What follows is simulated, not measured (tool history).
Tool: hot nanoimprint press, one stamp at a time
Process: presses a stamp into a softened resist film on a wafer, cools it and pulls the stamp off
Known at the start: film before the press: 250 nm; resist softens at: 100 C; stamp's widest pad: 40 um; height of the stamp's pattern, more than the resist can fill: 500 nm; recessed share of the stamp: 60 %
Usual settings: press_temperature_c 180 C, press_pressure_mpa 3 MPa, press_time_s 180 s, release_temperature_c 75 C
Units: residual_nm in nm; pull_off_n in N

| run | hour | press_temperature_c | press_pressure_mpa | press_time_s | release_temperature_c | residual_nm | pull_off_n |
|---|---|---|---|---|---|---|---|
| 1 | 0 | 180 | 3 | 180 | 75 | 91 | 344 |
| 2 | 24.5 | 180 | 3 | 180 | 75 | 91.1 | 372 |
| 3 | 41.5 | 169 | 3 | 180 | 75 | 123.5 | 375 |
| 4 | 64.5 | 169 | 3 | 180 | 75 | 122.8 | 379 |
|  | 76.3 | stamp cleaned and given a new release coat |
| 5 | 90 | 169 | 3 | 341 | 75 | 100.8 | 220 |
| 6 | 113 | 169 | 3 | 341 | 75 | 100.1 | 231 |
| 7 | 125.9 | 169 | 3 | 341 | 75 | 99.1 | 229 |
| 8 | 136.4 | 169 | 3.79 | 341 | 75 | 87 | 233 |
| 9 | 146.8 | 169 | 3.79 | 341 | 75 | 87.1 | 239 |
| 10 | 166.1 | 169 | 3.79 | 341 | 64 | 86.8 | 316 |
|  | 170.6 | plate thermocouple calibrated |
| 11 | 192.6 | 180 | 3 | 158 | 75 | 93.5 | 243 |
| 12 | 210.1 | 180 | 2.23 | 158 | 75 | 110.6 | 252 |
| 13 | 225.4 | 180 | 2.23 | 161 | 75 | 109.7 | 257 |
| 14 | 235.9 | 180 | 2.92 | 180 | 75 | 90.4 | 267 |
|  | 245.5 | plate thermocouple calibrated, once more |
| 15 | 259 | 180 | 2.92 | 180 | 75 | 95.8 | 269 |
|  | 274.1 | press's hydraulic seals changed and the load cell set to zero |
| 16 | 277.7 | 186 | 4.78 | 286 | 75 | 50.5 | 284 |
| 17 | 288 | 185 | 3 | 180 | 68 | 81.4 | 350 |
| 18 | 302.9 | 190 | 3 | 247 | 64 | 63.7 | 388 |
| 19 | 316.3 | 169 | 2.5 | 110 | 63 | 160.5 | 399 |
| 20 | 333.6 | 180 | 2.38 | 135 | 75 | 116.5 | 295 |
| 21 | 349.5 | 180 | 2.47 | 297 | 75 | 87.3 | 304 |
| 22 | 371.4 | 180 | 1.99 | 180 | 69 | 118.2 | 373 |
| 23 | 391.2 | 180 | 1.99 | 180 | 69 | 116.8 | 371 |
| 24 | 416.7 | 169 | 3 | 180 | 71 | 125.8 | 381 |
| 25 | 440.8 | 188 | 4.2 | 349 | 78 | 47.9 | 324 |
| 26 | 465.1 | 170 | 3 | 180 | 71 | 121.3 | 375 |
| 27 | 489.3 | 170 | 3 | 180 | 71 | 120.6 | 390 |
| 28 | 502.4 | 180 | 3 | 160 | 75 | 95.4 | 366 |
| 29 | 514.1 | 180 | 3 | 160 | 75 | 95.8 | 368 |

3 ways to go on from here, each from the tool as it stands after run 29. What would each give?
| A | 526.5 | 177 | 2.23 | 105 | 75 | ? | ? |
| B | 526.5 | 180 | 4.37 | 160 | 81 | ? | ? |
| C | 526.5 | 180 | 2.77 | 311 | 75 | ? | ? |

| run | residual_nm | pull_off_n |
|---|---|---|
| A | 139 | 375 |
| B | 75.9 | 324 |
| C | 80 | 381 |
Without the tool's hidden state the same runs would have given:
| run | residual_nm | pull_off_n |
|---|---|---|
| A | 140.4 | 220 |
| B | 76.5 | 191 |
| C | 80.9 | 224 |
